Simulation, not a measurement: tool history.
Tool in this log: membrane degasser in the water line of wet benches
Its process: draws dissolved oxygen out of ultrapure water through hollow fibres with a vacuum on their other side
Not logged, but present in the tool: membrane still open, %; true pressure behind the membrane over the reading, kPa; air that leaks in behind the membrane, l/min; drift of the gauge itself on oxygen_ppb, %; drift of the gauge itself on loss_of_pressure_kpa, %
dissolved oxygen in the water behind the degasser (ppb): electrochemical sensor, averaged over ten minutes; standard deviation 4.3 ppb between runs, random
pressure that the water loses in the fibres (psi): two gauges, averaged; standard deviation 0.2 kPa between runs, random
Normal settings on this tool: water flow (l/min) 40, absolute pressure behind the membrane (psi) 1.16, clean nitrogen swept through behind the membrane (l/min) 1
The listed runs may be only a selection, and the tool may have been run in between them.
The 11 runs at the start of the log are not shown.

run      day  water flow (l/min)  absolute pressure behind the membrane (psi)  clean nitrogen swept through behind the membrane (l/min)  hours since the membrane was changed  hours since the vacuum gauge was calibrated  hours since the vacuum lines were made tight  dissolved oxygen in the water behind the degasser (ppb)  pressure that the water loses in the fibres (psi)
 12   37.171                  50                                         1.16                                                         1                                  3538                                         1880                                          8023                                                    548.6                                              8.084
 13   41.279                  50                                         1.16                                                         1                                  3637                                         1978                                          8121                                                    557.6                                              8.142
 14   43.442                  50                                         1.16                                                         1                                  3688                                         2030                                          8173                                                    546.1                                              8.135
      43.783  -- vacuum gauge calibrated
 15   47.308                  40                                         1.16                                                         1                                  3781                                           85                                          8265                                                    451.8                                              6.617
       48.45  -- seals of the vacuum lines changed
 16     50.8                  40                                         1.16                                                         1                                  3863                                          166                                            56                                                    454.5                                              6.569
 17   55.642                  40                                        1.603                                                      0.63                                  3979                                          283                                           173                                                    916.2                                              6.517
 18   58.067                  40                                        1.603                                                      0.63                                  4037                                          341                                           231                                                    899.8                                              6.551
 19   62.562                  40                                         1.16                                                      0.63                                  4145                                          449                                           339                                                    609.9                                              6.538
      67.483  -- vacuum gauge calibrated, once more
 20   67.483                  31                                        0.757                                                      0.72                                  4262                                            0                                           456                                                      213                                              5.033
 21   72.158                  43                                        0.757                                                      2.75                                  4375                                          112                                           569                                                    154.2                                              7.091
 22   76.342                  45                                        2.437                                                      2.75                                  4475                                          213                                           669                                                    557.5                                              7.409
 23   78.796                  58                                        1.923                                                      1.48                                  4534                                          272                                           728                                                    841.8                                              9.581
 24   82.792                  60                                        2.312                                                      1.48                                  4630                                          367                                           824                                                   1051.7                                              9.864
 25   87.667                  61                                        0.783                                                      0.41                                  4747                                          484                                           941                                                    548.1                                              10.09
 26   91.804                  46                                        0.783                                                      1.66                                  4846                                          584                                          1040                                                      228                                              7.572
 27   95.971                  46                                        0.783                                                      1.66                                  4946                                          684                                          1140                                                    224.8                                              7.578
 28  100.625                  58                                         0.96                                                      0.96                                  5058                                          795                                          1252                                                    495.3                                              9.601
 29  102.775                  40                                        0.862                                                      0.56                                  5109                                          847                                          1303                                                    405.2                                              6.553
 30  105.308                  36                                        0.862                                                      1.97                                  5170                                          908                                          1364                                                    172.4                                              5.967
 31  109.671                  38                                         1.98                                                         1                                  5275                                         1012                                          1469                                                    809.5                                              6.279
 32  113.854                  25                                        0.727                                                      0.48                                  5375                                         1113                                          1569                                                      216                                              4.138

Consider 4 possible next runs. They are alternatives, not a sequence: every one starts from the tool as it was left by run 32. What does each give?
  A  116.825                  40                                        2.527                                                      0.49                                  5447                                         1184                                          1641                                                        ?                                                  ?
  B  116.825                  57                                        0.714                                                      0.48                                  5447                                         1184                                          1641                                                        ?                                                  ?
  C  116.825                  35                                         1.16                                                         1                                  5447                                         1184                                          1641                                                        ?                                                  ?
  D  116.825                  26                                        1.944                                                      1.22                                  5447                                         1184                                          1641                                                        ?                                                  ?

run  dissolved oxygen in the water behind the degasser (ppb)  pressure that the water loses in the fibres (psi)
  A                                                   1704.6                                              6.621
  B                                                      438                                              9.441
  C                                                    390.8                                              5.743
  D                                                    494.4                                              4.354
With no hidden state in the tool, these same runs would have given:
run  dissolved oxygen in the water behind the degasser (ppb)  pressure that the water loses in the fibres (psi)
  A                                                   1688.2                                              6.324
  B                                                    401.1                                              9.017
  C                                                    373.3                                              5.484
  D                                                    482.4                                              4.161
